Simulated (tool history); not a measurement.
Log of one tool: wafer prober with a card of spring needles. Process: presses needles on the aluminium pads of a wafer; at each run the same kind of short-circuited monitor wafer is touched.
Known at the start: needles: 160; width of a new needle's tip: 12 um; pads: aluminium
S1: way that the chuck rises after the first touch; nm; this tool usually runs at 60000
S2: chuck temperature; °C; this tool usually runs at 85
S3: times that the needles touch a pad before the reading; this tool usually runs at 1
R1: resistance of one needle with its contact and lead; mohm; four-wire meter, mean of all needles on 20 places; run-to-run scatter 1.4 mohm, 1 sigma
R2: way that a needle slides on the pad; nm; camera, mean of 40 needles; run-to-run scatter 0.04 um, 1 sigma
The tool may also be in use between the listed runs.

run 1 hour=0.0 | S1=60000 S2=85 S3=1 | R1=120 R2=10250
run 2 hour=6.1 | S1=60000 S2=80 S3=1 | R1=128 R2=10240
run 3 hour=15.1 | S1=60000 S2=85 S3=1 | R1=138 R2=10210
run 4 hour=20.4 | S1=60000 S2=85 S3=1 | R1=143 R2=10240
run 5 hour=26.7 | S1=60000 S2=85 S3=1 | R1=148 R2=10250
-- hour=31.8 tips cleaned on abrasive film
run 6 hour=31.8 | S1=73000 S2=85 S3=1 | R1=123 R2=12470
run 7 hour=38.4 | S1=60000 S2=85 S3=3 | R1=124 R2=10250
run 8 hour=47.1 | S1=61000 S2=26 S3=1 | R1=127 R2=10380
run 9 hour=51.6 | S1=71000 S2=62 S3=1 | R1=136 R2=12170
run 10 hour=57.5 | S1=64000 S2=33 S3=1 | R1=136 R2=10950
-- hour=64.7 tips cleaned on abrasive film
run 11 hour=64.7 | S1=64000 S2=33 S3=1 | R1=112 R2=10860
run 12 hour=69.6 | S1=64000 S2=27 S3=3 | R1=114 R2=10910

For some of the steps in R1 from one run to the next: how much would appear even if the tool had no hidden state, given the settings, what came in and random variation, and how much remains for the hidden state plus any gauge scatter that the measured result and the result without hidden state don't share?
Hidden state present: debris on the tips, nm; way that the needles fall short of the set height, um; tips' diameter, um; drift of the gauge itself on contact_mohm, %; drift of the gauge itself on scrub_um, %.
Run 5 -> 6: S1 60000 -> 73000, tips cleaned on abrasive film. R1 -25 mohm: hidden state -26, all else +1.
